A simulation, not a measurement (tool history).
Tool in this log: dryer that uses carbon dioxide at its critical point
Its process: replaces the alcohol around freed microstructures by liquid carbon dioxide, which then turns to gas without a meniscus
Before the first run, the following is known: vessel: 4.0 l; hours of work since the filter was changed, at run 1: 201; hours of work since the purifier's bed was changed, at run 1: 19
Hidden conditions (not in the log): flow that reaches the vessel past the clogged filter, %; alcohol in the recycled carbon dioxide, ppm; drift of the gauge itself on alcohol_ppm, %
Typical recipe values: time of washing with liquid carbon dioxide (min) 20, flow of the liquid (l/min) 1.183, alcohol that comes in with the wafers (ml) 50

run,day,time of washing with liquid carbon dioxide (min),flow of the liquid (l/min),alcohol that comes in with the wafers (ml),hours of work since the filter was changed,hours of work since the purifier's bed was changed,alcohol left in the vessel before it's heated (ppm by volume)
1,0,20,1.183,50,201,19,235
2,0.396,20,1.183,50,205,24,245
3,0.9,13,1.183,50,211,30,963
4,1.546,13,1.183,50,219,37,958
5,2.208,13,1.183,50,226,45,981
6,2.842,20,1.183,50,234,53,265
7,3.538,16,1.183,50,242,61,553
8,4.133,20,1.183,50,249,68,261
9,4.496,20,1.183,50,253,72,267
10,4.817,20,1.183,50,257,76,270
11,5.467,20,1.183,50,264,83,273
12,5.983,20,1.183,50,271,89,272
13,6.546,20,1.183,27,277,96,145
# day 6.688: inlet filter changed
14,6.975,20,1.183,27,3,100,113
15,7.517,20,1.183,27,10,107,101
16,8.246,20,1.93,50,18,115,18
17,8.892,20,1.93,50,26,123,29
18,9.267,25,1.74,50,30,127,15
19,9.608,25,1.74,50,34,131,21
20,10.283,16,1.183,45,42,139,396
21,10.95,13,1.183,54,50,147,889
22,11.583,20,1.79,66,57,154,38
23,12.083,26,1.1,25,63,160,71
24,12.771,20,1.183,41,71,168,181
25,13.404,20,1.12,97,79,176,501
26,14.008,12,1.19,93,86,183,1863
27,14.696,16,1.183,50,94,191,470
28,15.371,22,1.78,82,102,199,36
29,15.8,22,1.78,82,107,204,31
30,16.121,13,1.68,43,110,207,236
31,16.621,24,1.69,119,116,213,32

Run 32, settings as shown, results not yet in. Your forecast:
32,17.1,24,1.61,43,122,219,?

{"run 32": {"alcohol left in the vessel before it's heated (ppm by volume)": 33}}
With the hidden condition absent and the run-to-run variation left alone, this run would have shown alcohol left in the vessel before it's heated (ppm by volume) 12.
